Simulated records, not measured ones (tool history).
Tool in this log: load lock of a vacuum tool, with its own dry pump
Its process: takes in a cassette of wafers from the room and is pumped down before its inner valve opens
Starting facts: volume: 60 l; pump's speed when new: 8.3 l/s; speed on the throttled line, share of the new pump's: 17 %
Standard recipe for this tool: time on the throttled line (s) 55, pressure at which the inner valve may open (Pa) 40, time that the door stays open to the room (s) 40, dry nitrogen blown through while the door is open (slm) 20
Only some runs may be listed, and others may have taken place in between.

| run | hour | time on the throttled line (s) | pressure at which the inner valve may open (Pa) | time that the door stays open to the room (s) | dry nitrogen blown through while the door is open (slm) | incoming humidity of the room's air, % | time from the closed door until the inner valve may open (s) | rise of the pressure with all valves shut (Pa/min) |
|---|---|---|---|---|---|---|---|---|
| 1 | 0 | 55 | 40 | 40 | 20 | 46.3 | 103 | 0.017 |
| 2 | 229.1 | 55 | 40 | 40 | 20 | 43.3 | 102.5 | 0.012 |
| 3 | 787.4 | 55 | 40 | 40 | 20 | 45.1 | 101.7 | 0.014 |
| 4 | 1023.8 | 55 | 40 | 40 | 20 | 44.5 | 102.6 | 0.015 |
|  | 1223.8 | dry pump taken out, an overhauled one fitted |
| 5 | 1526.2 | 55 | 40 | 40 | 29 | 46.1 | 103 | 0.02 |
| 6 | 2048 | 55 | 40 | 40 | 29 | 44.2 | 103 | 0.015 |
| 7 | 2489.2 | 55 | 40 | 40 | 29 | 43.2 | 103.2 | 0.019 |
| 8 | 2997.6 | 55 | 40 | 40 | 29 | 44.3 | 102.2 | 0.017 |
| 9 | 3400.1 | 55 | 40 | 40 | 29 | 44.7 | 102.2 | 0.012 |
| 10 | 3726 | 55 | 40 | 40 | 20 | 43 | 102.1 | 0.018 |
| 11 | 4005.9 | 55 | 40 | 40 | 20 | 45 | 102.9 | 0.013 |
| 12 | 4371.2 | 55 | 40 | 40 | 20 | 42.4 | 102.6 | 0.02 |
| 13 | 4748.2 | 55 | 40 | 40 | 20 | 44.4 | 102.6 | 0.018 |
| 14 | 5192.4 | 55 | 40 | 40 | 20 | 40.3 | 102.3 | 0.012 |
| 15 | 5468.8 | 55 | 40 | 40 | 20 | 44.9 | 103.1 | 0.019 |
| 16 | 5959.3 | 55 | 40 | 40 | 20 | 46.1 | 103.6 | 0.019 |
| 17 | 6244.3 | 55 | 37 | 40 | 20 | 49 | 102.8 | 0.02 |
| 18 | 6474.7 | 55 | 37 | 40 | 20 | 45.4 | 104.1 | 0.018 |
| 19 | 6796.5 | 55 | 37 | 40 | 20 | 44.6 | 103.5 | 0.019 |
| 20 | 7157.6 | 55 | 77 | 40 | 20 | 44.9 | 97.3 | 0.012 |
| 21 | 7637.2 | 36 | 77 | 127 | 43 | 43.6 | 82.2 | 0.015 |
| 22 | 8108 | 55 | 40 | 40 | 18 | 44.6 | 102.1 | 0.02 |
| 23 | 8402.8 | 55 | 40 | 125 | 20 | 46.8 | 102.7 | 0.025 |
| 24 | 8694.5 | 55 | 40 | 125 | 20 | 45.6 | 102.5 | 0.025 |
| 25 | 8966.5 | 34 | 40 | 40 | 26 | 45.8 | 85.4 | 0.014 |
| 26 | 9276 | 55 | 40 | 97 | 32 | 45.1 | 102.8 | 0.016 |
| 27 | 9695.5 | 55 | 29 | 97 | 14 | 43.8 | 105.2 | 0.022 |
| 28 | 10056.6 | 55 | 40 | 150 | 20 | 45.5 | 101.3 | 0.026 |
| 29 | 10613.7 | 69 | 57 | 153 | 35 | 42.4 | 112.4 | 0.02 |
| 30 | 10852.6 | 44 | 40 | 59 | 24 | 44.5 | 93.9 | 0.013 |
| 31 | 11335.5 | 44 | 40 | 56 | 9 | 47 | 93.2 | 0.029 |
| 32 | 11818 | 89 | 32 | 40 | 20 | 43.8 | 133.3 | 0.02 |
| 33 | 12054.6 | 89 | 32 | 40 | 20 | 41.3 | 131.2 | 0.02 |
| 34 | 12360.9 | 101 | 47 | 40 | 27 | 41.9 | 140.2 | 0.013 |
| 35 | 12735.8 | 55 | 40 | 40 | 7 | 43.2 | 102.2 | 0.021 |
|  | 12805.3 | door's seal changed, seat wiped |
| 36 | 13200.7 | 72 | 40 | 40 | 20 | 44.2 | 116.3 | 0.013 |

Consider 3 possible next runs. They are alternatives, not a sequence: every one starts from the tool as it was left by run 36. What does each give?
| A | 13525.2 | 46 | 40 | 141 | 20 | 45.2 | ? | ? |
| B | 13525.2 | 31 | 50 | 40 | 44 | 43.6 | ? | ? |
| C | 13525.2 | 72 | 33 | 54 | 20 | 44.5 | ? | ? |

| run | time from the closed door until the inner valve may open (s) | rise of the pressure with all valves shut (Pa/min) |
|---|---|---|
| A | 94.6 | 0.024 |
| B | 80.4 | 0.009 |
| C | 119.4 | 0.015 |
With the hidden condition removed and each run's random variation left untouched, the same runs would have given:
| run | time from the closed door until the inner valve may open (s) | rise of the pressure with all valves shut (Pa/min) |
|---|---|---|
| A | 94.5 | 0.024 |
| B | 80.4 | 0.009 |
| C | 119.4 | 0.015 |

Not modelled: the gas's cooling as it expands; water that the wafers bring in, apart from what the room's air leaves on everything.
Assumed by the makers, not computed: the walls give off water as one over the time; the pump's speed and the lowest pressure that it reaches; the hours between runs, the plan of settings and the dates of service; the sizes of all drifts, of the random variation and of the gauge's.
